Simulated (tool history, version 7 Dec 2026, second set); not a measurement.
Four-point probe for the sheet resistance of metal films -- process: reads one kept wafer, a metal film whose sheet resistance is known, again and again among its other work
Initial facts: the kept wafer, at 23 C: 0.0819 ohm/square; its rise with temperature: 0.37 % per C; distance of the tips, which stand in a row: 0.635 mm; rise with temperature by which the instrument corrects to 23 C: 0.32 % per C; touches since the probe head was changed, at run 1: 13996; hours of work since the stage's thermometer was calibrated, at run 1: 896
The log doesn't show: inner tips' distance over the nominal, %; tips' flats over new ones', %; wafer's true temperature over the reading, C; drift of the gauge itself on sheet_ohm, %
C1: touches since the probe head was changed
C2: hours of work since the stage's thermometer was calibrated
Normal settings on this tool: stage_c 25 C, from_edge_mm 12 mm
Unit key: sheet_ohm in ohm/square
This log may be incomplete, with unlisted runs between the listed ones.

{"run": 1, "day": 0.0, "stage_c": 25, "from_edge_mm": 12, "C1": 13996, "C2": 896, "sheet_ohm": 0.08138}
{"run": 2, "day": 0.529, "stage_c": 25, "from_edge_mm": 12, "C1": 14252, "C2": 905, "sheet_ohm": 0.081359}
{"run": 3, "day": 1.008, "stage_c": 25, "from_edge_mm": 12, "C1": 14485, "C2": 913, "sheet_ohm": 0.081348}
{"run": 4, "day": 1.721, "stage_c": 25, "from_edge_mm": 12, "C1": 14830, "C2": 925, "sheet_ohm": 0.081378}
{"run": 5, "day": 2.079, "stage_c": 25, "from_edge_mm": 12, "C1": 15005, "C2": 932, "sheet_ohm": 0.081363}
{"run": 6, "day": 2.438, "stage_c": 25, "from_edge_mm": 12, "C1": 15178, "C2": 938, "sheet_ohm": 0.081401}
{"run": 7, "day": 2.954, "stage_c": 25, "from_edge_mm": 12, "C1": 15429, "C2": 947, "sheet_ohm": 0.081372}
{"run": 8, "day": 3.675, "stage_c": 25, "from_edge_mm": 13, "C1": 15780, "C2": 959, "sheet_ohm": 0.081337}
{"run": 9, "day": 4.104, "stage_c": 25, "from_edge_mm": 13, "C1": 15988, "C2": 966, "sheet_ohm": 0.081318}
{"run": 10, "day": 4.542, "stage_c": 24, "from_edge_mm": 13, "C1": 16201, "C2": 974, "sheet_ohm": 0.08128}
{"run": 11, "day": 5.179, "stage_c": 25, "from_edge_mm": 12, "C1": 16510, "C2": 985, "sheet_ohm": 0.081311}
{"run": 12, "day": 5.746, "stage_c": 21, "from_edge_mm": 12, "C1": 16784, "C2": 995, "sheet_ohm": 0.081233}
{"run": 13, "day": 6.196, "stage_c": 25, "from_edge_mm": 12, "C1": 17003, "C2": 1002, "sheet_ohm": 0.081358}
{"run": 14, "day": 6.846, "stage_c": 25, "from_edge_mm": 12, "C1": 17319, "C2": 1014, "sheet_ohm": 0.081354}
{"run": 15, "day": 7.229, "stage_c": 25, "from_edge_mm": 12, "C1": 17505, "C2": 1020, "sheet_ohm": 0.081325}
{"run": 16, "day": 7.788, "stage_c": 32, "from_edge_mm": 12, "C1": 17776, "C2": 1030, "sheet_ohm": 0.081531}
{"run": 17, "day": 8.458, "stage_c": 30, "from_edge_mm": 12, "C1": 18102, "C2": 1041, "sheet_ohm": 0.081493}
{"run": 18, "day": 9.012, "stage_c": 30, "from_edge_mm": 12, "C1": 18369, "C2": 1051, "sheet_ohm": 0.08148}
{"run": 19, "day": 9.4, "stage_c": 30, "from_edge_mm": 12, "C1": 18559, "C2": 1058, "sheet_ohm": 0.081503}
{"run": 20, "day": 9.983, "stage_c": 33, "from_edge_mm": 12, "C1": 18840, "C2": 1068, "sheet_ohm": 0.081579}
{"run": 21, "day": 10.333, "stage_c": 33, "from_edge_mm": 12, "C1": 19011, "C2": 1074, "sheet_ohm": 0.081564}
{"run": 22, "day": 10.988, "stage_c": 33, "from_edge_mm": 12, "C1": 19329, "C2": 1085, "sheet_ohm": 0.081564}
{"run": 23, "day": 11.475, "stage_c": 20, "from_edge_mm": 12, "C1": 19564, "C2": 1093, "sheet_ohm": 0.081102}
{"run": 24, "day": 11.888, "stage_c": 20, "from_edge_mm": 12, "C1": 19766, "C2": 1100, "sheet_ohm": 0.081106}
{"run": 25, "day": 12.267, "stage_c": 20, "from_edge_mm": 12, "C1": 19950, "C2": 1107, "sheet_ohm": 0.081099}
{"run": 26, "day": 12.729, "stage_c": 30, "from_edge_mm": 31, "C1": 20175, "C2": 1115, "sheet_ohm": 0.08136}
{"run": 27, "day": 13.304, "stage_c": 30, "from_edge_mm": 31, "C1": 20453, "C2": 1125, "sheet_ohm": 0.081348}
{"run": 28, "day": 13.842, "stage_c": 20, "from_edge_mm": 13, "C1": 20713, "C2": 1134, "sheet_ohm": 0.081105}
{"run": 29, "day": 14.175, "stage_c": 18, "from_edge_mm": 13, "C1": 20876, "C2": 1140, "sheet_ohm": 0.080989}
{"run": 30, "day": 14.579, "stage_c": 22, "from_edge_mm": 12, "C1": 21071, "C2": 1147, "sheet_ohm": 0.081162}
{"run": 31, "day": 15.146, "stage_c": 26, "from_edge_mm": 4, "C1": 21347, "C2": 1156, "sheet_ohm": 0.082305}
{"run": 32, "day": 15.729, "stage_c": 20, "from_edge_mm": 12, "C1": 21629, "C2": 1166, "sheet_ohm": 0.081078}
{"run": 33, "day": 16.238, "stage_c": 25, "from_edge_mm": 14, "C1": 21877, "C2": 1175, "sheet_ohm": 0.081228}
{"run": 34, "day": 16.625, "stage_c": 19, "from_edge_mm": 24, "C1": 22064, "C2": 1182, "sheet_ohm": 0.08096}
{"run": 35, "day": 17.146, "stage_c": 25, "from_edge_mm": 8, "C1": 22318, "C2": 1191, "sheet_ohm": 0.081406}
{"run": 36, "day": 17.546, "stage_c": 25, "from_edge_mm": 19, "C1": 22513, "C2": 1198, "sheet_ohm": 0.081196}
{"run": 37, "day": 18.129, "stage_c": 27, "from_edge_mm": 24, "C1": 22795, "C2": 1208, "sheet_ohm": 0.081246}
{"run": 38, "day": 18.783, "stage_c": 27, "from_edge_mm": 24, "C1": 23112, "C2": 1219, "sheet_ohm": 0.081221}
{"run": 39, "day": 19.479, "stage_c": 33, "from_edge_mm": 27, "C1": 23450, "C2": 1231, "sheet_ohm": 0.081395}
{"run": 40, "day": 19.975, "stage_c": 24, "from_edge_mm": 6, "C1": 23690, "C2": 1239, "sheet_ohm": 0.081585}
{"run": 41, "day": 20.525, "stage_c": 24, "from_edge_mm": 30, "C1": 23957, "C2": 1249, "sheet_ohm": 0.081101}
{"run": 42, "day": 21.004, "stage_c": 25, "from_edge_mm": 71, "C1": 24190, "C2": 1257, "sheet_ohm": 0.081128}
{"run": 43, "day": 21.429, "stage_c": 26, "from_edge_mm": 6, "C1": 24397, "C2": 1264, "sheet_ohm": 0.081618}
{"run": 44, "day": 21.788, "stage_c": 23, "from_edge_mm": 25, "C1": 24570, "C2": 1271, "sheet_ohm": 0.081065}

Consider 5 possible next runs. They are alternatives, not a sequence: every one starts from the tool as it was left by run 44. What does each give?
{"run": "A", "day": 22.183, "stage_c": 25, "from_edge_mm": 5, "C1": 24763, "C2": 1277, "sheet_ohm": "?"}
{"run": "B", "day": 22.183, "stage_c": 30, "from_edge_mm": 4, "C1": 24763, "C2": 1277, "sheet_ohm": "?"}
{"run": "C", "day": 22.183, "stage_c": 27, "from_edge_mm": 25, "C1": 24763, "C2": 1277, "sheet_ohm": "?"}
{"run": "D", "day": 22.183, "stage_c": 23, "from_edge_mm": 44, "C1": 24763, "C2": 1277, "sheet_ohm": "?"}
{"run": "E", "day": 22.183, "stage_c": 29, "from_edge_mm": 31, "C1": 24763, "C2": 1277, "sheet_ohm": "?"}

run=A sheet_ohm=0.081795
run=B sheet_ohm=0.082355
run=C sheet_ohm=0.081191
run=D sheet_ohm=0.081035
run=E sheet_ohm=0.081248
Had the tool no hidden state, the same runs would have come out as:
run=A sheet_ohm=0.08267
run=B sheet_ohm=0.083236
run=C sheet_ohm=0.08206
run=D sheet_ohm=0.081901
run=E sheet_ohm=0.082118
